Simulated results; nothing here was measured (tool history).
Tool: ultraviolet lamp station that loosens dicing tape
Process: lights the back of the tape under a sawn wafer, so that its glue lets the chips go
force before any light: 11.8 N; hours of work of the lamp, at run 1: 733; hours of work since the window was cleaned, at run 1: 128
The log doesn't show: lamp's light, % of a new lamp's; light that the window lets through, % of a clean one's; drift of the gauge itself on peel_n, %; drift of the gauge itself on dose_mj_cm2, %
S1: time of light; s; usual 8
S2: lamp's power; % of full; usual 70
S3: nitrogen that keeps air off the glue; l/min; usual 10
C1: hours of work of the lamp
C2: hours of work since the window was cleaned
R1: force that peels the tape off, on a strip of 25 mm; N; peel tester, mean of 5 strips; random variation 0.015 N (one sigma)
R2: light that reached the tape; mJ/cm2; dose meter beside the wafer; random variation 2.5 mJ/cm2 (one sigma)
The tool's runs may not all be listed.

run 1 hour=0.0 | S1=8 S2=70 S3=10 | C1=733 C2=128 | R1=1.250 R2=237
run 2 hour=26.0 | S1=8 S2=70 S3=10 | C1=750 C2=145 | R1=1.306 R2=239
run 3 hour=58.5 | S1=8 S2=70 S3=10 | C1=771 C2=166 | R1=1.323 R2=233
run 4 hour=88.4 | S1=12 S2=70 S3=10 | C1=790 C2=185 | R1=0.530 R2=346
run 5 hour=126.3 | S1=12 S2=70 S3=10 | C1=814 C2=209 | R1=0.541 R2=344
run 6 hour=149.5 | S1=12 S2=70 S3=10 | C1=829 C2=224 | R1=0.570 R2=344
run 7 hour=181.0 | S1=12 S2=70 S3=10 | C1=849 C2=245 | R1=0.585 R2=331
run 8 hour=212.8 | S1=8 S2=70 S3=10 | C1=870 C2=265 | R1=1.572 R2=222
run 9 hour=255.6 | S1=8 S2=70 S3=10 | C1=897 C2=293 | R1=1.580 R2=217
run 10 hour=286.6 | S1=11 S2=70 S3=10 | C1=917 C2=313 | R1=0.825 R2=291
-- hour=312.6 window cleaned of glue's vapour
run 11 hour=315.7 | S1=11 S2=70 S3=10 | C1=936 C2=2 | R1=0.590 R2=328
run 12 hour=339.9 | S1=11 S2=70 S3=10 | C1=951 C2=18 | R1=0.615 R2=326
run 13 hour=380.2 | S1=11 S2=70 S3=10 | C1=977 C2=44 | R1=0.656 R2=320
run 14 hour=423.8 | S1=11 S2=70 S3=10 | C1=1005 C2=72 | R1=0.661 R2=313
run 15 hour=451.6 | S1=11 S2=70 S3=10 | C1=1023 C2=89 | R1=0.669 R2=314
run 16 hour=480.9 | S1=11 S2=70 S3=10 | C1=1042 C2=108 | R1=0.720 R2=309
run 17 hour=499.1 | S1=11 S2=70 S3=10 | C1=1054 C2=120 | R1=0.725 R2=307
run 18 hour=535.7 | S1=11 S2=70 S3=10 | C1=1077 C2=143 | R1=0.745 R2=305
run 19 hour=559.9 | S1=11 S2=70 S3=10 | C1=1093 C2=159 | R1=0.742 R2=302
run 20 hour=581.2 | S1=11 S2=70 S3=10 | C1=1106 C2=173 | R1=0.797 R2=297
run 21 hour=607.8 | S1=8 S2=70 S3=10 | C1=1123 C2=190 | R1=1.619 R2=210
run 22 hour=647.8 | S1=8 S2=70 S3=10 | C1=1149 C2=216 | R1=1.610 R2=211
run 23 hour=683.1 | S1=7 S2=70 S3=10 | C1=1172 C2=238 | R1=2.122 R2=179
run 24 hour=715.0 | S1=7 S2=70 S3=10 | C1=1192 C2=259 | R1=2.323 R2=176
run 25 hour=758.9 | S1=6 S2=80 S3=9 | C1=1221 C2=287 | R1=2.462 R2=172
run 26 hour=794.9 | S1=6 S2=80 S3=9 | C1=1244 C2=310 | R1=2.604 R2=168
-- hour=824.9 window cleaned of glue's vapour
run 27 hour=834.1 | S1=8 S2=76 S3=8 | C1=1269 C2=6 | R1=1.541 R2=235
run 28 hour=866.6 | S1=7 S2=63 S3=14 | C1=1290 C2=27 | R1=2.085 R2=166
run 29 hour=900.5 | S1=8 S2=73 S3=7 | C1=1311 C2=49 | R1=1.892 R2=220
run 30 hour=930.4 | S1=8 S2=73 S3=7 | C1=1331 C2=68 | R1=1.914 R2=215
run 31 hour=952.3 | S1=15 S2=70 S3=6 | C1=1345 C2=82 | R1=0.633 R2=381
run 32 hour=975.1 | S1=15 S2=70 S3=6 | C1=1359 C2=97 | R1=0.612 R2=377
run 33 hour=998.3 | S1=15 S2=70 S3=6 | C1=1374 C2=112 | R1=0.652 R2=375
run 34 hour=1027.1 | S1=15 S2=70 S3=6 | C1=1393 C2=130 | R1=0.672 R2=371
run 35 hour=1050.1 | S1=15 S2=70 S3=6 | C1=1408 C2=145 | R1=0.679 R2=371
run 36 hour=1085.0 | S1=8 S2=82 S3=9 | C1=1430 C2=167 | R1=1.535 R2=223
run 37 hour=1125.1 | S1=8 S2=82 S3=9 | C1=1456 C2=193 | R1=1.566 R2=216
run 38 hour=1149.4 | S1=8 S2=71 S3=14 | C1=1471 C2=209 | R1=1.726 R2=192
run 39 hour=1171.0 | S1=5 S2=93 S3=14 | C1=1485 C2=223 | R1=2.439 R2=153
run 40 hour=1213.9 | S1=12 S2=80 S3=10 | C1=1513 C2=250 | R1=0.692 R2=310
run 41 hour=1256.9 | S1=12 S2=80 S3=10 | C1=1540 C2=278 | R1=0.746 R2=306
run 42 hour=1299.0 | S1=8 S2=66 S3=10 | C1=1568 C2=305 | R1=2.579 R2=161
-- hour=1336.6 window cleaned of glue's vapour
run 43 hour=1337.6 | S1=8 S2=70 S3=16 | C1=1592 C2=1 | R1=1.529 R2=193

Forecast each of these 3 alternatives for the next run:
run A hour=1373.5 | S1=13 S2=76 S3=16 | C1=1615 C2=24 | R1=? R2=?
run B hour=1373.5 | S1=16 S2=61 S3=10 | C1=1615 C2=24 | R1=? R2=?
run C hour=1373.5 | S1=8 S2=86 S3=10 | C1=1615 C2=24 | R1=? R2=?

run=A R1=0.388 R2=334
run=B R1=0.558 R2=336
run=C R1=1.352 R2=235
Without the tool's hidden state the same runs would have given:
run=A R1=0.133 R2=538
run=B R1=0.162 R2=537
run=C R1=0.425 R2=379

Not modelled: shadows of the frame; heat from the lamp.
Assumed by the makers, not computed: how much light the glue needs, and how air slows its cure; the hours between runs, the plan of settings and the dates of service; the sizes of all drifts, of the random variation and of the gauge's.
